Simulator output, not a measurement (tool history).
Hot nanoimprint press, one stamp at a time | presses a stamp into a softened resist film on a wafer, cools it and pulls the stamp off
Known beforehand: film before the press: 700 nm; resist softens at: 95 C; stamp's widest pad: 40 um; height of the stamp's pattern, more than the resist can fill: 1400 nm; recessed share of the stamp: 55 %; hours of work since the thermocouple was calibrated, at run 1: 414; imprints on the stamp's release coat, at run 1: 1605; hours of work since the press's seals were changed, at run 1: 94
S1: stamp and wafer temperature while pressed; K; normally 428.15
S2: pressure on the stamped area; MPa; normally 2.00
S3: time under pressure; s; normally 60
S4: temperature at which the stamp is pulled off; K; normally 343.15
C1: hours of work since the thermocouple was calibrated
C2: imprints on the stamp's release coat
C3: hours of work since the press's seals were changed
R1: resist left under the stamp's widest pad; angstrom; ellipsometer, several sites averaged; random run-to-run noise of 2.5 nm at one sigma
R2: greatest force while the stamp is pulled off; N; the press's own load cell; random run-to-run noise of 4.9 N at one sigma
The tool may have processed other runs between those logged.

{"run": 1, "day": 0.0, "S1": 428.15, "S2": 2.0, "S3": 60, "S4": 343.15, "C1": 414, "C2": 1605, "C3": 94, "R1": 4073, "R2": 230}
{"run": 2, "day": 0.825, "S1": 428.15, "S2": 2.0, "S3": 60, "S4": 343.15, "C1": 428, "C2": 1668, "C3": 107, "R1": 4059, "R2": 239}
{"run": 3, "day": 1.233, "S1": 428.15, "S2": 2.0, "S3": 60, "S4": 343.15, "C1": 435, "C2": 1699, "C3": 114, "R1": 4049, "R2": 230}
{"day": 1.542, "done": "stamp cleaned and given a new release coat"}
{"run": 4, "day": 2.438, "S1": 428.15, "S2": 2.58, "S3": 60, "S4": 343.15, "C1": 451, "C2": 68, "C3": 130, "R1": 3695, "R2": 237}
{"run": 5, "day": 2.833, "S1": 428.15, "S2": 2.58, "S3": 60, "S4": 343.15, "C1": 457, "C2": 98, "C3": 137, "R1": 3720, "R2": 247}
{"run": 6, "day": 3.721, "S1": 428.15, "S2": 2.0, "S3": 60, "S4": 343.15, "C1": 472, "C2": 165, "C3": 151, "R1": 4040, "R2": 249}
{"run": 7, "day": 4.396, "S1": 428.15, "S2": 1.91, "S3": 60, "S4": 343.15, "C1": 483, "C2": 216, "C3": 163, "R1": 4165, "R2": 238}
{"run": 8, "day": 5.3, "S1": 428.15, "S2": 1.91, "S3": 53, "S4": 343.15, "C1": 498, "C2": 285, "C3": 178, "R1": 4278, "R2": 236}
{"run": 9, "day": 6.125, "S1": 428.15, "S2": 1.91, "S3": 53, "S4": 343.15, "C1": 512, "C2": 348, "C3": 191, "R1": 4314, "R2": 239}
{"run": 10, "day": 6.525, "S1": 428.15, "S2": 1.91, "S3": 53, "S4": 343.15, "C1": 518, "C2": 378, "C3": 198, "R1": 4327, "R2": 239}
{"run": 11, "day": 7.208, "S1": 428.15, "S2": 2.0, "S3": 77, "S4": 343.15, "C1": 530, "C2": 430, "C3": 209, "R1": 3758, "R2": 252}
{"day": 7.662, "done": "plate thermocouple calibrated"}
{"run": 12, "day": 7.775, "S1": 428.15, "S2": 2.0, "S3": 106, "S4": 343.15, "C1": 2, "C2": 464, "C3": 217, "R1": 3311, "R2": 240}
{"run": 13, "day": 8.654, "S1": 428.15, "S2": 2.14, "S3": 69, "S4": 349.15, "C1": 16, "C2": 530, "C3": 231, "R1": 3795, "R2": 217}

Run 14 is up next; what results do you expect?
{"run": 14, "day": 9.517, "S1": 428.15, "S2": 1.28, "S3": 60, "S4": 349.15, "C1": 31, "C2": 596, "C3": 246, "R1": "?", "R2": "?"}

Run 14 came out at R1 4738 angstrom, R2 216 N.
Had the tool carried no hidden state, the very same run would have given R1 4738 angstrom, R2 215 N.

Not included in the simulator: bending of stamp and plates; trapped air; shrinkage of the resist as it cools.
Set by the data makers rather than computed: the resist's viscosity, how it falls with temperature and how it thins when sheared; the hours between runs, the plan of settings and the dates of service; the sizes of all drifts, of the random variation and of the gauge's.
